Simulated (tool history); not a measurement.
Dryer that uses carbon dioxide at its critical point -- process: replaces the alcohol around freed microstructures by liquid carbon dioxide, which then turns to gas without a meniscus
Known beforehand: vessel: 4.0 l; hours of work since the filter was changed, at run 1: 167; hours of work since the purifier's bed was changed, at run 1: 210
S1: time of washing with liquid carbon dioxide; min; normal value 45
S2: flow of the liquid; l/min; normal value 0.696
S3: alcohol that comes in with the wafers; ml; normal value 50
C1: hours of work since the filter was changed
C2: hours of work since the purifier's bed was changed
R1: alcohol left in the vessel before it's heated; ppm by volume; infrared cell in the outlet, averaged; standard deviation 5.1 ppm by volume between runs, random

run	hour	S1	S2	S3	C1	C2	R1
1	0.0	45	0.696	50	167	210	121
2	16.5	45	0.696	44	173	216	102
3	29.4	45	0.696	50	177	221	119
4	37.5	45	0.696	21	180	224	66
5	44.8	45	0.696	21	183	226	72
6	56.9	45	0.696	21	188	231	73
7	68.6	45	0.696	21	192	235	84
8	86.4	45	0.696	21	198	242	73
9	103.5	45	0.696	21	205	248	75
10	120.7	45	0.696	50	211	254	133
11	135.1	45	0.696	50	216	259	131
12	151.9	45	0.696	50	222	266	134
13	164.7	45	0.696	50	227	270	136
14	177.8	45	0.696	50	232	275	135
15	190.0	45	0.696	50	236	280	141
16	201.1	33	0.428	39	241	284	1186
17	210.1	33	0.428	39	244	287	1212
18	218.3	56	0.983	82	247	290	51
19	234.6	56	0.983	82	253	296	48
20	242.4	38	1.053	66	256	299	82
21	252.3	33	0.901	37	259	303	144
22	263.9	33	0.901	37	264	307	143
23	277.9	53	0.530	76	269	312	329
24	288.9	53	0.530	116	273	316	502
# hour 292.8: inlet filter changed
25	305.0	62	0.634	50	4	322	58
26	321.1	62	0.501	37	10	327	85
27	336.1	45	0.668	50	16	333	97
28	346.0	33	0.929	50	20	337	98
29	357.6	28	0.929	81	24	341	244

Alternative continuations, all from the tool just after run 29; predict every row:
A	374.6	45	1.113	63	30	347	?
B	374.6	34	0.743	50	30	347	?
C	374.6	33	0.519	36	30	347	?
D	374.6	28	0.993	40	30	347	?

run	R1
A	50
B	202
C	495
D	113
What these runs would have given with no unlogged condition in the tool:
run	R1
A	8
B	145
C	420
D	65
